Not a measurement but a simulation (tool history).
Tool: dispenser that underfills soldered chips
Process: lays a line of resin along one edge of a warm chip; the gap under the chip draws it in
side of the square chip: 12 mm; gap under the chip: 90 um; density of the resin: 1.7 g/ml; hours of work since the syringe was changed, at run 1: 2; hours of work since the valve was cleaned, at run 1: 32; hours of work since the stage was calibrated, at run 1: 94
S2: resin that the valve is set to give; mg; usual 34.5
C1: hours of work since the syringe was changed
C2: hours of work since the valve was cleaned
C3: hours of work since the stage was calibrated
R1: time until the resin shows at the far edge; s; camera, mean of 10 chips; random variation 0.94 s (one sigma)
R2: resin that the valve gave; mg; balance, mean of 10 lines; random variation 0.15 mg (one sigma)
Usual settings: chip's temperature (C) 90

{"run": 1, "hour": 0.0, "chip's temperature (C)": 90, "S2": 34.5, "C1": 2, "C2": 32, "C3": 94, "R1": 107.2, "R2": 33.53}
{"run": 2, "hour": 3.0, "chip's temperature (C)": 90, "S2": 34.5, "C1": 4, "C2": 34, "C3": 97, "R1": 129, "R2": 33.58}
{"run": 3, "hour": 5.2, "chip's temperature (C)": 90, "S2": 34.5, "C1": 6, "C2": 36, "C3": 99, "R1": 152.2, "R2": 33.63}
{"hour": 7.7, "done": "new syringe of resin"}
{"run": 4, "hour": 10.3, "chip's temperature (C)": 90, "S2": 36.3, "C1": 2, "C2": 40, "C3": 102, "R1": 107.5, "R2": 35.22}
{"run": 5, "hour": 15.1, "chip's temperature (C)": 90, "S2": 34.5, "C1": 6, "C2": 44, "C3": 106, "R1": 149.9, "R2": 33.15}
{"hour": 17.8, "done": "new syringe of resin"}
{"run": 6, "hour": 19.7, "chip's temperature (C)": 90, "S2": 39.2, "C1": 2, "C2": 47, "C3": 110, "R1": 101.8, "R2": 37.5}
{"run": 7, "hour": 23.6, "chip's temperature (C)": 90, "S2": 39.2, "C1": 5, "C2": 50, "C3": 113, "R1": 131.9, "R2": 37.41}
{"run": 8, "hour": 25.8, "chip's temperature (C)": 90, "S2": 39.2, "C1": 6, "C2": 52, "C3": 115, "R1": 153.9, "R2": 37.2}
{"hour": 27.7, "done": "new syringe of resin"}
{"run": 9, "hour": 28.5, "chip's temperature (C)": 90, "S2": 39.2, "C1": 1, "C2": 54, "C3": 116, "R1": 96.6, "R2": 37.19}
{"run": 10, "hour": 30.6, "chip's temperature (C)": 90, "S2": 34.5, "C1": 2, "C2": 56, "C3": 118, "R1": 112.9, "R2": 32.81}
{"run": 11, "hour": 34.8, "chip's temperature (C)": 90, "S2": 44.1, "C1": 6, "C2": 59, "C3": 121, "R1": 143.6, "R2": 41.57}
{"run": 12, "hour": 37.1, "chip's temperature (C)": 94, "S2": 34.5, "C1": 8, "C2": 61, "C3": 123, "R1": 148, "R2": 32.33}
{"hour": 37.7, "done": "new syringe of resin"}
{"run": 13, "hour": 41.3, "chip's temperature (C)": 90, "S2": 34.5, "C1": 3, "C2": 64, "C3": 126, "R1": 115.4, "R2": 32.47}
{"run": 14, "hour": 43.5, "chip's temperature (C)": 90, "S2": 34.5, "C1": 5, "C2": 66, "C3": 128, "R1": 136, "R2": 32.44}
{"hour": 47.5, "done": "new syringe of resin"}
{"run": 15, "hour": 47.5, "chip's temperature (C)": 90, "S2": 34.5, "C1": 0, "C2": 69, "C3": 131, "R1": 91.2, "R2": 31.99}
{"run": 16, "hour": 51.4, "chip's temperature (C)": 90, "S2": 34.5, "C1": 3, "C2": 72, "C3": 134, "R1": 119, "R2": 32.61}
{"run": 17, "hour": 55.4, "chip's temperature (C)": 90, "S2": 44.7, "C1": 6, "C2": 75, "C3": 137, "R1": 151.3, "R2": 41.5}
{"hour": 57.6, "done": "new syringe of resin"}
{"run": 18, "hour": 59.9, "chip's temperature (C)": 90, "S2": 44.7, "C1": 2, "C2": 78, "C3": 141, "R1": 105.5, "R2": 41.75}
{"run": 19, "hour": 64.3, "chip's temperature (C)": 90, "S2": 44.7, "C1": 5, "C2": 82, "C3": 144, "R1": 141.5, "R2": 40.99}
{"hour": 67.5, "done": "new syringe of resin"}
{"run": 20, "hour": 68.4, "chip's temperature (C)": 90, "S2": 44.7, "C1": 1, "C2": 85, "C3": 147, "R1": 95.9, "R2": 41.43}
{"run": 21, "hour": 73.0, "chip's temperature (C)": 92, "S2": 33, "C1": 4, "C2": 88, "C3": 151, "R1": 123.3, "R2": 30.25}
{"run": 22, "hour": 75.0, "chip's temperature (C)": 94, "S2": 35.9, "C1": 6, "C2": 90, "C3": 152, "R1": 126.9, "R2": 32.93}
{"hour": 77.4, "done": "new syringe of resin"}
{"run": 23, "hour": 79.7, "chip's temperature (C)": 86, "S2": 32, "C1": 2, "C2": 94, "C3": 156, "R1": 127.8, "R2": 29.33}
{"run": 24, "hour": 82.3, "chip's temperature (C)": 90, "S2": 33, "C1": 4, "C2": 96, "C3": 158, "R1": 130.4, "R2": 30.08}
{"run": 25, "hour": 86.5, "chip's temperature (C)": 78, "S2": 31.1, "C1": 7, "C2": 99, "C3": 161, "R1": 284.8, "R2": 28.25}
{"hour": 87.2, "done": "new syringe of resin"}
{"run": 26, "hour": 89.9, "chip's temperature (C)": 78, "S2": 32.1, "C1": 2, "C2": 101, "C3": 164, "R1": 183.4, "R2": 29}
{"hour": 92.3, "done": "dispensing valve cleaned and set on the balance"}
{"run": 27, "hour": 95.2, "chip's temperature (C)": 98, "S2": 29.6, "C1": 6, "C2": 2, "C3": 167, "R1": 108.6, "R2": 29.62}
{"hour": 98.1, "done": "new syringe of resin"}
{"run": 28, "hour": 99.5, "chip's temperature (C)": 98, "S2": 29.6, "C1": 1, "C2": 6, "C3": 170, "R1": 75.8, "R2": 29.48}
{"run": 29, "hour": 102.6, "chip's temperature (C)": 94, "S2": 38.1, "C1": 4, "C2": 8, "C3": 173, "R1": 106.6, "R2": 37.82}
{"run": 30, "hour": 106.7, "chip's temperature (C)": 94, "S2": 38.1, "C1": 7, "C2": 11, "C3": 176, "R1": 135.6, "R2": 37.9}
{"hour": 108.1, "done": "new syringe of resin"}
{"run": 31, "hour": 111.8, "chip's temperature (C)": 94, "S2": 38.1, "C1": 3, "C2": 15, "C3": 180, "R1": 98.9, "R2": 37.51}
{"run": 32, "hour": 114.3, "chip's temperature (C)": 100, "S2": 32.6, "C1": 5, "C2": 17, "C3": 182, "R1": 95, "R2": 32.09}
{"run": 33, "hour": 117.0, "chip's temperature (C)": 101, "S2": 31.1, "C1": 7, "C2": 19, "C3": 184, "R1": 109.5, "R2": 30.57}
{"hour": 117.9, "done": "new syringe of resin"}
{"run": 34, "hour": 121.3, "chip's temperature (C)": 90, "S2": 32.2, "C1": 3, "C2": 22, "C3": 187, "R1": 120, "R2": 31.32}
{"run": 35, "hour": 125.9, "chip's temperature (C)": 79, "S2": 33.8, "C1": 6, "C2": 26, "C3": 191, "R1": 251.8, "R2": 32.96}

Forecast each of these 5 alternatives for the next run:
{"hour": 128.1, "done": "new syringe of resin"}
{"run": "A", "hour": 128.4, "chip's temperature (C)": 97, "S2": 33.1, "C1": 0, "C2": 28, "C3": 193, "R1": "?", "R2": "?"}
{"hour": 128.1, "done": "new syringe of resin"}
{"run": "B", "hour": 128.4, "chip's temperature (C)": 90, "S2": 39, "C1": 0, "C2": 28, "C3": 193, "R1": "?", "R2": "?"}
{"hour": 128.1, "done": "new syringe of resin"}
{"run": "C", "hour": 128.4, "chip's temperature (C)": 91, "S2": 33.8, "C1": 0, "C2": 28, "C3": 193, "R1": "?", "R2": "?"}
{"hour": 128.1, "done": "new syringe of resin"}
{"run": "D", "hour": 128.4, "chip's temperature (C)": 102, "S2": 34.5, "C1": 0, "C2": 28, "C3": 193, "R1": "?", "R2": "?"}
{"hour": 128.1, "done": "new syringe of resin"}
{"run": "E", "hour": 128.4, "chip's temperature (C)": 91, "S2": 33.8, "C1": 0, "C2": 28, "C3": 193, "R1": "?", "R2": "?"}

run=A R1=73 R2=32.32
run=B R1=95.4 R2=37.99
run=C R1=90.1 R2=33.29
run=D R1=58.9 R2=33.67
run=E R1=92.7 R2=32.98
Without the tool's hidden state the same runs would have given:
run=A R1=68.3 R2=33.16
run=B R1=89.4 R2=38.97
run=C R1=84.3 R2=34.15
run=D R1=55.2 R2=34.54
run=E R1=86.7 R2=33.83
